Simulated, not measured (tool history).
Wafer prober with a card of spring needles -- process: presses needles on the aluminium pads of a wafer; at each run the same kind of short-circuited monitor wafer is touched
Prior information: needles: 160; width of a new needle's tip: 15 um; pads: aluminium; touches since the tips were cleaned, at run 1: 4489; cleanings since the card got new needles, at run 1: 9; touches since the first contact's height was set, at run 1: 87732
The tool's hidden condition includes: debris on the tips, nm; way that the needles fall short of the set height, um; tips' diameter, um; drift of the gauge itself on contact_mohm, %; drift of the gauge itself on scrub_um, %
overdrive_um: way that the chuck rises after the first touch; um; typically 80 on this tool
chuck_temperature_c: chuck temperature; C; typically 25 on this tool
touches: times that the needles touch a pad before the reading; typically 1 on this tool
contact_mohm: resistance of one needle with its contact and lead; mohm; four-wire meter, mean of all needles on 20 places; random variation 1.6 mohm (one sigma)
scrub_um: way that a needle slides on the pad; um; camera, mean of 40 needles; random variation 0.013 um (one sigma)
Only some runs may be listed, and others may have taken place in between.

run	hour	overdrive_um	chuck_temperature_c	touches	touches since the tips were cleaned	cleanings since the card got new needles	touches since the first contact's height was set	contact_mohm	scrub_um
1	0	80	25	1	4489	9	87732	182	10.43
2	5.5	80	25	1	6881	9	90124	186	10.44
# hour 7.5: tips cleaned on abrasive film
3	12.9	80	25	1	2336	10	93294	179	10.41
4	21.4	80	25	1	6031	10	96989	185	10.4
# hour 25.3: tips cleaned on abrasive film
5	32.2	80	25	1	2985	11	101655	184	10.41
6	41.3	66	25	1	6979	11	105649	199	8.57
# hour 43.3: tips cleaned on abrasive film
7	48.9	86	76	1	2463	12	108916	190	11.19
# hour 49.7: height of the first contact set anew
8	58.7	90	25	3	6573	12	3894	170	11.69
# hour 61.9: tips cleaned on abrasive film
9	67.4	86	36	1	2372	13	7643	179	11.14
10	73.1	85	28	1	4871	13	10142	182	11.03

Table of differences, measured result less the result of that run with no hidden state. Run-to-run variation is the same in both. Gauge scatter possibly is not:
run	contact_mohm	scrub_um
1	+21	-0.07
2	+25	-0.06
3	+17	-0.08
4	+25	-0.08
5	+19	-0.08
6	+35	-0.08
7	+14	-0.09
8	+7	-0.12
9	+15	-0.13
10	+21	-0.13
